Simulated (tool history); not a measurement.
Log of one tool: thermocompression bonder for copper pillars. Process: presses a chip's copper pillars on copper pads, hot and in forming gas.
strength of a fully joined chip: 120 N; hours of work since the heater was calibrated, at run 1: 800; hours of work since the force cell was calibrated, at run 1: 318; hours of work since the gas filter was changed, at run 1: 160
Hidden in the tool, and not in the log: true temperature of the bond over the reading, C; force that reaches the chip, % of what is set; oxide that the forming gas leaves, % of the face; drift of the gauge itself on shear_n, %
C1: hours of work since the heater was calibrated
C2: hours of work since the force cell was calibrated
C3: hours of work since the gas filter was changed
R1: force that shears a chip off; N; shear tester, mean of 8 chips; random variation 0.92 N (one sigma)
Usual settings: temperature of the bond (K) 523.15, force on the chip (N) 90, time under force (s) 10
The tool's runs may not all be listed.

run 1 hour=0.0 | temperature_of_the_bond_(K)=523.15 force_on_the_chip_(N)=90 time_under_force_(s)=10 | C1=800 C2=318 C3=160 | R1=68.4
run 2 hour=31.7 | temperature_of_the_bond_(K)=523.15 force_on_the_chip_(N)=90 time_under_force_(s)=10 | C1=820 C2=339 C3=180 | R1=69.2
run 3 hour=62.7 | temperature_of_the_bond_(K)=523.15 force_on_the_chip_(N)=90 time_under_force_(s)=10 | C1=840 C2=358 C3=200 | R1=67.2
run 4 hour=79.7 | temperature_of_the_bond_(K)=523.15 force_on_the_chip_(N)=90 time_under_force_(s)=10 | C1=851 C2=369 C3=211 | R1=68.3
run 5 hour=113.8 | temperature_of_the_bond_(K)=523.15 force_on_the_chip_(N)=90 time_under_force_(s)=10 | C1=872 C2=391 C3=233 | R1=67.6
run 6 hour=146.7 | temperature_of_the_bond_(K)=511.15 force_on_the_chip_(N)=90 time_under_force_(s)=10 | C1=893 C2=412 C3=254 | R1=56.1
run 7 hour=165.8 | temperature_of_the_bond_(K)=511.15 force_on_the_chip_(N)=90 time_under_force_(s)=10 | C1=906 C2=424 C3=266 | R1=55.9
run 8 hour=203.0 | temperature_of_the_bond_(K)=511.15 force_on_the_chip_(N)=90 time_under_force_(s)=10 | C1=929 C2=448 C3=289 | R1=55.1
run 9 hour=222.1 | temperature_of_the_bond_(K)=511.15 force_on_the_chip_(N)=90 time_under_force_(s)=10 | C1=942 C2=460 C3=302 | R1=54.7
run 10 hour=251.5 | temperature_of_the_bond_(K)=511.15 force_on_the_chip_(N)=90 time_under_force_(s)=10 | C1=960 C2=479 C3=320 | R1=54.2
run 11 hour=278.8 | temperature_of_the_bond_(K)=511.15 force_on_the_chip_(N)=90 time_under_force_(s)=10 | C1=978 C2=496 C3=338 | R1=53.4
-- hour=305.6 forming gas filter changed
run 12 hour=316.9 | temperature_of_the_bond_(K)=523.15 force_on_the_chip_(N)=90 time_under_force_(s)=10 | C1=1002 C2=520 C3=7 | R1=72.1
run 13 hour=353.3 | temperature_of_the_bond_(K)=523.15 force_on_the_chip_(N)=90 time_under_force_(s)=10 | C1=1025 C2=543 C3=30 | R1=69.5
run 14 hour=389.7 | temperature_of_the_bond_(K)=523.15 force_on_the_chip_(N)=90 time_under_force_(s)=10 | C1=1048 C2=567 C3=54 | R1=70.0
run 15 hour=415.0 | temperature_of_the_bond_(K)=523.15 force_on_the_chip_(N)=90 time_under_force_(s)=10 | C1=1064 C2=583 C3=70 | R1=69.9
run 16 hour=434.7 | temperature_of_the_bond_(K)=523.15 force_on_the_chip_(N)=90 time_under_force_(s)=10 | C1=1077 C2=595 C3=82 | R1=68.9
run 17 hour=456.5 | temperature_of_the_bond_(K)=523.15 force_on_the_chip_(N)=110 time_under_force_(s)=10 | C1=1091 C2=609 C3=96 | R1=78.1
run 18 hour=487.4 | temperature_of_the_bond_(K)=523.15 force_on_the_chip_(N)=84 time_under_force_(s)=10 | C1=1111 C2=629 C3=116 | R1=64.6
run 19 hour=522.3 | temperature_of_the_bond_(K)=523.15 force_on_the_chip_(N)=84 time_under_force_(s)=10 | C1=1133 C2=651 C3=138 | R1=65.1
run 20 hour=547.2 | temperature_of_the_bond_(K)=523.15 force_on_the_chip_(N)=84 time_under_force_(s)=10 | C1=1149 C2=667 C3=154 | R1=65.5
run 21 hour=571.2 | temperature_of_the_bond_(K)=523.15 force_on_the_chip_(N)=84 time_under_force_(s)=10 | C1=1164 C2=682 C3=169 | R1=62.8
run 22 hour=591.1 | temperature_of_the_bond_(K)=507.15 force_on_the_chip_(N)=89 time_under_force_(s)=10 | C1=1177 C2=695 C3=182 | R1=51.0
run 23 hour=613.6 | temperature_of_the_bond_(K)=536.15 force_on_the_chip_(N)=108 time_under_force_(s)=14 | C1=1191 C2=710 C3=196 | R1=91.6
run 24 hour=641.4 | temperature_of_the_bond_(K)=510.15 force_on_the_chip_(N)=80 time_under_force_(s)=20 | C1=1209 C2=727 C3=214 | R1=62.7
run 25 hour=664.6 | temperature_of_the_bond_(K)=531.15 force_on_the_chip_(N)=65 time_under_force_(s)=9 | C1=1224 C2=742 C3=229 | R1=55.7
run 26 hour=704.1 | temperature_of_the_bond_(K)=523.15 force_on_the_chip_(N)=69 time_under_force_(s)=11 | C1=1249 C2=767 C3=254 | R1=55.9
run 27 hour=725.4 | temperature_of_the_bond_(K)=506.15 force_on_the_chip_(N)=135 time_under_force_(s)=15 | C1=1262 C2=781 C3=268 | R1=74.2
run 28 hour=762.3 | temperature_of_the_bond_(K)=523.15 force_on_the_chip_(N)=86 time_under_force_(s)=16 | C1=1286 C2=804 C3=291 | R1=71.2
run 29 hour=792.9 | temperature_of_the_bond_(K)=496.15 force_on_the_chip_(N)=101 time_under_force_(s)=7 | C1=1305 C2=824 C3=311 | R1=37.3
run 30 hour=813.1 | temperature_of_the_bond_(K)=496.15 force_on_the_chip_(N)=101 time_under_force_(s)=7 | C1=1318 C2=837 C3=324 | R1=37.7
run 31 hour=853.2 | temperature_of_the_bond_(K)=523.15 force_on_the_chip_(N)=64 time_under_force_(s)=9 | C1=1344 C2=862 C3=349 | R1=44.8
-- hour=860.6 forming gas filter changed
run 32 hour=874.8 | temperature_of_the_bond_(K)=523.15 force_on_the_chip_(N)=64 time_under_force_(s)=9 | C1=1357 C2=876 C3=9 | R1=50.8
run 33 hour=906.0 | temperature_of_the_bond_(K)=523.15 force_on_the_chip_(N)=76 time_under_force_(s)=14 | C1=1377 C2=896 C3=29 | R1=67.5
run 34 hour=946.0 | temperature_of_the_bond_(K)=529.15 force_on_the_chip_(N)=76 time_under_force_(s)=14 | C1=1403 C2=921 C3=54 | R1=71.3
run 35 hour=979.4 | temperature_of_the_bond_(K)=529.15 force_on_the_chip_(N)=76 time_under_force_(s)=6 | C1=1424 C2=943 C3=76 | R1=53.5
run 36 hour=997.9 | temperature_of_the_bond_(K)=529.15 force_on_the_chip_(N)=76 time_under_force_(s)=6 | C1=1436 C2=954 C3=88 | R1=54.2
run 37 hour=1022.4 | temperature_of_the_bond_(K)=549.15 force_on_the_chip_(N)=90 time_under_force_(s)=10 | C1=1452 C2=970 C3=103 | R1=88.2
run 38 hour=1049.7 | temperature_of_the_bond_(K)=523.15 force_on_the_chip_(N)=59 time_under_force_(s)=10 | C1=1469 C2=987 C3=121 | R1=46.2
run 39 hour=1066.9 | temperature_of_the_bond_(K)=553.15 force_on_the_chip_(N)=90 time_under_force_(s)=27 | C1=1480 C2=998 C3=132 | R1=106.2

The same runs without the tool's hidden state, with the same run-to-run variation:
run=1 R1=76.2
run=2 R1=77.5
run=3 R1=76.0
run=4 R1=77.5
run=5 R1=77.3
run=6 R1=65.6
run=7 R1=65.6
run=8 R1=65.4
run=9 R1=65.3
run=10 R1=65.0
run=11 R1=64.6
run=12 R1=78.1
run=13 R1=75.9
run=14 R1=77.1
run=15 R1=77.5
run=16 R1=76.8
run=17 R1=86.4
run=18 R1=73.2
run=19 R1=74.4
run=20 R1=75.3
run=21 R1=72.6
run=22 R1=60.5
run=23 R1=102.1
run=24 R1=73.9
run=25 R1=66.2
run=26 R1=67.4
run=27 R1=87.8
run=28 R1=85.1
run=29 R1=47.8
run=30 R1=48.5
run=31 R1=56.7
run=32 R1=58.3
run=33 R1=76.4
run=34 R1=80.7
run=35 R1=62.7
run=36 R1=63.7
run=37 R1=98.0
run=38 R1=55.6
run=39 R1=114.0

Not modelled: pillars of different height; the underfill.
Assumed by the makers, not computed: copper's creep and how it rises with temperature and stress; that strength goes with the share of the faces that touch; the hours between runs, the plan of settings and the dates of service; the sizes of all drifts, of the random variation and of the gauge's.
